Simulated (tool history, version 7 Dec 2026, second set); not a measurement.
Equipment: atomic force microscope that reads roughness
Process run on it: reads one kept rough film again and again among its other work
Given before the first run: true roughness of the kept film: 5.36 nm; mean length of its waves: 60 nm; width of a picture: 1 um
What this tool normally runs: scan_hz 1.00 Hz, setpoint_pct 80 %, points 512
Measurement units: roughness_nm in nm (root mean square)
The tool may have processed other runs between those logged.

run    hour  scan_hz  setpoint_pct  points  roughness_nm
  1     0.0     1.00            80     512         4.577
  2    23.6     0.69            80     512         4.663
       26.9  -- new tip fitted
  3    68.8     0.69            80     512         4.807
  4    95.3     0.88            80     512         4.731
  5   130.3     2.23            80     512         4.274
  6   160.2     2.23            80     512         4.218
      192.3  -- new tip fitted
  7   194.5     0.70            80     512         4.873
  8   220.5     0.70            80     512         4.846
  9   274.0     0.70            65     512         4.957
 10   305.6     0.70            65     512         4.863
 11   348.6     0.70            88     512         4.551
      359.4  -- new tip fitted
 12   399.2     0.70            88     512         4.697
 13   425.0     1.00            76     512         4.739
 14   471.8     3.78            80     512         3.852
 15   514.5     3.78            80     512         3.792
      524.0  -- new tip fitted
 16   560.0     3.78            80     512         3.900
 17   613.2     1.00            80     512         4.672
 18   649.9     1.35            80     512         4.498
      688.3  -- new tip fitted
 19   688.3     0.84            80     512         4.791
 20   735.5     0.84            80     512         4.766
 21   768.7     0.84            80     512         4.719
 22   822.0     0.84            80     512         4.637
      853.4  -- new tip fitted
 23   870.9     2.39            80     512         4.273
 24   925.3     2.39            80     512         4.214
      930.2  -- height scale calibrated on a step standard
 25   953.0     1.00            80     512         4.633
 26   992.0     1.00            80     512         4.582
     1021.5  -- new tip fitted
 27  1037.1     1.00            80     512         4.721
     1042.2  -- height scale calibrated on a step standard, once more
 28  1091.9     1.09            81     514         4.691
 29  1116.1     1.09            81    1018         4.660
 30  1154.9     2.04            83    1018         4.241
 31  1182.3     0.62            86     575         4.685
     1186.9  -- new tip fitted
 32  1228.1     1.00            71     283         4.903
 33  1256.5     1.00            89     512         4.559
 34  1305.7     1.00            89     512         4.515
 35  1346.2     1.00            89     512         4.470

Estimate the outcome of run 36 from the log above:
     1350.7  -- new tip fitted
 36  1370.9     1.00            89     512             ?

Run 36 produced roughness_nm 4.594 nm (root mean square).
On a tool with no hidden condition, and with the same random variation, this run would have come out at roughness_nm 4.637 nm (root mean square).

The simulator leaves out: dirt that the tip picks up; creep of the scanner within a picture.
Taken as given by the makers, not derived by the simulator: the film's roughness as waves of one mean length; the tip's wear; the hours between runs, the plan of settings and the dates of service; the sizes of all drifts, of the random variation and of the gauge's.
